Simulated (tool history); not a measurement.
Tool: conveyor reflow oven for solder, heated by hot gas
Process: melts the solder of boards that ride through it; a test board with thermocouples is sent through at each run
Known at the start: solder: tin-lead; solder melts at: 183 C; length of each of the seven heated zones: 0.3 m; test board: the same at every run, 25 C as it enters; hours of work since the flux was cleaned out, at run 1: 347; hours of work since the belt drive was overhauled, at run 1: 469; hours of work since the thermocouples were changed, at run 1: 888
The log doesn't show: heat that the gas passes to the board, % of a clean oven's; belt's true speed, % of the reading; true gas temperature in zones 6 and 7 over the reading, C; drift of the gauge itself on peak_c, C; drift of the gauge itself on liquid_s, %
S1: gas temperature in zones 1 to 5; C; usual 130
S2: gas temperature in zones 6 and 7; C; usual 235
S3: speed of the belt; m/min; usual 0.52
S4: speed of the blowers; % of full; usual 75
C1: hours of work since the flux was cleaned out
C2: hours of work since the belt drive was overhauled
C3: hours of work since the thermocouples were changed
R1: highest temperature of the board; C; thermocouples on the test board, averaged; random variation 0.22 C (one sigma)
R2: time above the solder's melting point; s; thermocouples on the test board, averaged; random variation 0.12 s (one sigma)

run,hour,S1,S2,S3,S4,C1,C2,C3,R1,R2
1,0,130,235,0.52,75,347,469,888,218.2,51.6
2,32.2,130,238,0.52,75,367,488,908,220.9,53.2
3,89.7,130,238,0.52,75,402,524,944,220.5,53
# hour 132.5: flux residue cleaned out of gas plates and filters
4,150.3,130,238,0.52,75,11,558,978,222.1,54.5
5,199.1,130,238,0.52,75,41,588,1008,221.9,54.1
6,242.2,130,238,0.52,75,68,615,1035,222.1,54.2
# hour 249.4: belt drive overhauled, speed set with a stopwatch
7,275.4,130,234,0.52,75,86,16,1053,217.9,52
8,302.1,130,234,0.52,75,102,33,1069,218,52
9,330.4,130,234,0.52,75,120,50,1087,217.8,51.8
10,393,130,234,0.52,55,158,89,1125,214.6,48.6
# hour 409.5: thermocouples of zones 6 and 7 changed
# hour 418.4: belt drive overhauled, speed set with a stopwatch, once more
11,459.5,130,234,0.52,55,195,25,28,216.9,49.7
12,515.9,130,235,0.53,75,230,60,63,220.9,51.6

3 ways to go on from here, each from the tool as it stands after run 12. What would each give?
A,556,130,246,0.446,75,255,85,88,?,?
B,556,127,235,0.52,75,255,85,88,?,?
C,556,141,235,0.53,53,255,85,88,?,?

run,R1,R2
A,235.8,70.7
B,220.9,52.1
C,218,52.9
Without the tool's hidden state the same runs would have given:
run,R1,R2
A,236.8,71.1
B,222.1,52.9
C,219,53.6
